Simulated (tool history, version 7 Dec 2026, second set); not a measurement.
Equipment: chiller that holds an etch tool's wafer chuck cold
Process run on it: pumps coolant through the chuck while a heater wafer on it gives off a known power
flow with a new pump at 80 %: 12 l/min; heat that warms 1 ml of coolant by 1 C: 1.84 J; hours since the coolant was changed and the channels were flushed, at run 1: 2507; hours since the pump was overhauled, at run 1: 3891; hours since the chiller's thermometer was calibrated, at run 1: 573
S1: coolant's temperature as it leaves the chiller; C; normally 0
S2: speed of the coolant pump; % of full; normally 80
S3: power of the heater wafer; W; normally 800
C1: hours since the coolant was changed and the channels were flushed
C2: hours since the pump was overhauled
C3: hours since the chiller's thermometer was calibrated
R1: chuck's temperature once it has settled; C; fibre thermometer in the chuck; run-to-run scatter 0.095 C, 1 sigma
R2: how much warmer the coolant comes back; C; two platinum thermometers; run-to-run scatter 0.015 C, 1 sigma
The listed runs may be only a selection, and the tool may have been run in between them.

run,hour,S1,S2,S3,C1,C2,C3,R1,R2
1,0.0,0,80,800,2507,3891,573,5.60,2.16
2,109.0,1,80,800,2616,4000,682,6.60,2.18
3,176.8,1,80,800,2684,4068,750,6.53,2.18
4,333.4,0,73,800,2841,4224,906,5.78,2.47
5,447.8,0,73,800,2955,4339,1021,6.01,2.47
6,518.3,0,73,800,3026,4409,1091,5.96,2.48
7,664.0,0,73,800,3171,4555,1237,5.94,2.51
8,743.9,0,73,800,3251,4635,1317,6.08,2.46
9,896.1,0,73,800,3403,4787,1469,6.02,2.50
10,1002.6,3,73,800,3510,4894,1576,8.99,2.50
11,1146.8,3,73,800,3654,5038,1720,8.91,2.52
# hour 1229.0: coolant changed, channels flushed
12,1258.8,3,73,800,30,5144,1826,8.83,2.53
13,1417.5,3,73,800,188,5303,1985,8.93,2.55
14,1547.5,0,65,800,318,5432,2115,6.34,2.89
15,1627.9,0,80,800,399,5513,2195,5.51,2.33
16,1756.6,0,82,800,528,5642,2324,5.49,2.26
17,1837.9,0,82,800,609,5723,2405,5.52,2.28
18,1991.4,0,82,800,762,5876,2558,5.65,2.27
19,2118.1,0,82,800,889,6003,2685,5.58,2.31
20,2253.0,0,68,564,1024,6138,2820,4.34,2.10
# hour 2318.0: coolant pump overhauled
21,2406.1,0,71,533,1172,88,2968,4.02,1.87
22,2505.6,0,71,533,1272,188,3068,4.14,1.88
# hour 2546.1: chiller's thermometer calibrated
23,2613.4,2,74,742,1378,294,67,7.33,2.43
24,2741.4,2,74,742,1506,422,195,7.42,2.46
25,2873.4,2,74,742,1638,554,327,7.60,2.45
26,2969.0,5,76,569,1734,650,423,9.20,1.90
# hour 2982.8: gauge calibrated
27,3075.7,5,76,569,1841,757,530,9.16,1.67
28,3230.0,0,91,946,1995,911,684,6.07,2.26
29,3306.8,0,91,946,2072,988,761,5.96,2.24
30,3442.7,6,97,778,2208,1124,897,10.90,1.72
31,3565.8,6,97,778,2331,1247,1020,10.77,1.75

Describe how what the log doesn't record of the tool's condition differs between the last listed run preceding each entry between runs and the first listed run following it.
From run 11 to run 12: coolant changed, channels flushed (hour 1229.0)
  heat passed by the chuck's channels, % of clean ones': 99.3 -> 100; drift of the gauge itself on warmer_back_c, C: 0.1 -> 0.11
  the result without the hidden state subtracted from the measured one, R2: +0.11 -> +0.11 C
From run 20 to run 21: coolant pump overhauled (hour 2318.0)
  heat passed by the chuck's channels, % of clean ones': 99.8 -> 99.7; flow at a given pump speed, % of a new pump's: 99.7 -> 100; coolant's true temperature over the reading, C: -0.02 -> -0.03; drift of the gauge itself on warmer_back_c, C: 0.2 -> 0.21
  the result without the hidden state subtracted from the measured one, R2: +0.21 -> +0.22 C
From run 22 to run 23: chiller's thermometer calibrated (hour 2546.1)
  coolant's true temperature over the reading, C: -0.03 -> 0; drift of the gauge itself on warmer_back_c, C: 0.22 -> 0.23
  the result without the hidden state subtracted from the measured one, R2: +0.22 -> +0.23 C
From run 26 to run 27: gauge calibrated (hour 2982.8)
  drift of the gauge itself on warmer_back_c, C: 0.26 -> 0.01
  the result without the hidden state subtracted from the measured one, R2: +0.27 -> +0.01 C

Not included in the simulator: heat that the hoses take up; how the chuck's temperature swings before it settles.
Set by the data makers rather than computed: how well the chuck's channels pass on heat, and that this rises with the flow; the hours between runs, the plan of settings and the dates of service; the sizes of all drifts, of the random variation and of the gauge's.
